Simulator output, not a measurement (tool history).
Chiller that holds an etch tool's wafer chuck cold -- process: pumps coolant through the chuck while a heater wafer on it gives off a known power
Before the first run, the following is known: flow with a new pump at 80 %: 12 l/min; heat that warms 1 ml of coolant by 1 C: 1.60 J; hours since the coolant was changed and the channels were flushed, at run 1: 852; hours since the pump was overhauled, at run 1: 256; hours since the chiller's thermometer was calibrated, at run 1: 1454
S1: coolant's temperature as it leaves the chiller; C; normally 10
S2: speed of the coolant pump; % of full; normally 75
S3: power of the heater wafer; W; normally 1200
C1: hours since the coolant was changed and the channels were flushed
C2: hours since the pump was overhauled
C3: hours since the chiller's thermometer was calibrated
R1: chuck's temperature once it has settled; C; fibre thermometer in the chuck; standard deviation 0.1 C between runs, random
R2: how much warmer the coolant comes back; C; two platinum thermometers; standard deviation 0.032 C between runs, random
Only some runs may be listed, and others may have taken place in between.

Run 1, hour 0.0: usual settings; C1 852; C2 256; C3 1454. Result: R1 19.1 C, R2 4.02 C.
Run 2, hour 27.4: usual settings; C1 879; C2 283; C3 1482. Result: R1 19.1 C, R2 4.03 C.
Run 3, hour 44.1: usual settings; C1 896; C2 300; C3 1498. Result: R1 19.1 C, R2 4.01 C.
Run 4, hour 61.0: usual settings; C1 913; C2 317; C3 1515. Result: R1 19.1 C, R2 3.98 C.
Run 5, hour 81.0: usual settings; C1 933; C2 337; C3 1535. Result: R1 19.1 C, R2 4.00 C.
Run 6, hour 110.6: usual settings; C1 962; C2 367; C3 1565. Result: R1 19.1 C, R2 4.00 C.
Run 7, hour 134.2: usual settings but S1 9 C; C1 986; C2 390; C3 1588. Result: R1 18.2 C, R2 3.98 C.
Run 8, hour 161.4: usual settings but S1 9 C; C1 1013; C2 417; C3 1616. Result: R1 18.0 C, R2 4.01 C.
Run 9, hour 193.7: usual settings; C1 1045; C2 450; C3 1648. Result: R1 18.9 C, R2 3.98 C.
Run 10, hour 209.5: usual settings; C1 1061; C2 466; C3 1664. Result: R1 19.1 C, R2 3.97 C.
Run 11, hour 235.3: usual settings; C1 1087; C2 491; C3 1689. Result: R1 19.0 C, R2 3.97 C.
Run 12, hour 257.7: usual settings but S2 63 % of full; C1 1109; C2 514; C3 1712. Result: R1 20.8 C, R2 4.80 C.
Run 13, hour 285.7: usual settings but S2 63 % of full; C1 1137; C2 542; C3 1740. Result: R1 20.6 C, R2 4.79 C.
Run 14, hour 303.8: usual settings but S3 1050 W; C1 1155; C2 560; C3 1758. Result: R1 18.0 C, R2 3.47 C.
Run 15, hour 320.5: usual settings but S3 1050 W; C1 1172; C2 576; C3 1775. Result: R1 18.0 C, R2 3.52 C.
Run 16, hour 345.7: usual settings but S1 16 C; C1 1197; C2 602; C3 1800. Result: R1 25.2 C, R2 4.03 C.
Run 17, hour 363.1: usual settings but S1 16 C, S3 802 W; C1 1215; C2 619; C3 1817. Result: R1 22.3 C, R2 2.71 C.
Run 18, hour 389.4: usual settings but S2 68 % of full; C1 1241; C2 645; C3 1844. Result: R1 20.1 C, R2 4.41 C.
Run 19, hour 404.5: usual settings but S2 87 % of full; C1 1256; C2 661; C3 1859. Result: R1 18.0 C, R2 3.45 C.
Run 20, hour 436.7: usual settings but S1 2 C, S2 93 % of full, S3 612 W; C1 1288; C2 693; C3 1891. Result: R1 6.0 C, R2 1.63 C.
At hour 439.3: chiller's thermometer calibrated.
Run 21, hour 463.3: usual settings but S1 13 C, S2 67 % of full, S3 675 W; C1 1314; C2 718; C3 24. Result: R1 18.8 C, R2 2.53 C.
Run 22, hour 488.1: usual settings but S1 16 C, S2 77 % of full, S3 1031 W; C1 1339; C2 743; C3 49. Result: R1 23.9 C, R2 3.35 C.
Run 23, hour 507.1: usual settings but S1 12 C, S2 89 % of full, S3 753 W; C1 1358; C2 762; C3 68. Result: R1 17.1 C, R2 2.11 C.
Run 24, hour 522.9: usual settings but S1 12 C, S2 89 % of full, S3 753 W; C1 1374; C2 778; C3 84. Result: R1 17.0 C, R2 2.08 C.
Run 25, hour 545.0: usual settings but S1 5 C, S2 72 % of full, S3 1233 W; C1 1396; C2 800; C3 106. Result: R1 14.8 C, R2 4.31 C.
At hour 555.3: chiller's thermometer calibrated, once more.
Run 26, hour 559.9: usual settings but S1 5 C, S2 96 % of full, S3 718 W; C1 1410; C2 814; C3 5. Result: R1 9.5 C, R2 1.87 C.
Run 27, hour 579.3: usual settings but S1 5 C, S2 96 % of full, S3 734 W; C1 1429; C2 833; C3 24. Result: R1 9.5 C, R2 1.89 C.
Run 28, hour 599.9: usual settings but S1 2 C, S2 92 % of full, S3 847 W; C1 1449; C2 854; C3 45. Result: R1 7.4 C, R2 2.30 C.
Run 29, hour 624.9: usual settings but S1 20 C, S3 1561 W; C1 1475; C2 879; C3 70. Result: R1 31.9 C, R2 5.21 C.
Run 30, hour 651.4: usual settings but S1 20 C, S2 65 % of full, S3 1056 W; C1 1501; C2 905; C3 96. Result: R1 29.4 C, R2 4.14 C.
Run 31, hour 673.5: usual settings but S1 7 C, S2 79 % of full, S3 902 W; C1 1523; C2 928; C3 118. Result: R1 13.5 C, R2 2.81 C.

Here are 4 independent what-if runs from the current tool condition. What would each one return?
Run A, hour 699.4: usual settings but S1 0 C, S2 64 % of full, S3 710 W; C1 1549; C2 953; C3 144. Result: R1 ?, R2 ?.
Run B, hour 699.4: usual settings but S3 1609 W; C1 1549; C2 953; C3 144. Result: R1 ?, R2 ?.
Run C, hour 699.4: usual settings but S2 79 % of full; C1 1549; C2 953; C3 144. Result: R1 ?, R2 ?.
Run D, hour 699.4: usual settings but S1 5 C, S2 88 % of full, S3 1026 W; C1 1549; C2 953; C3 144. Result: R1 ?, R2 ?.

run    R1    R2
  A   6.4  2.84
  B  22.4  5.43
  C  18.7  3.79
  D  11.8  2.89
Had the tool no hidden state, the same runs would have come out as:
run    R1    R2
  A   6.2  2.83
  B  22.0  5.40
  C  18.4  3.77
  D  11.5  2.88
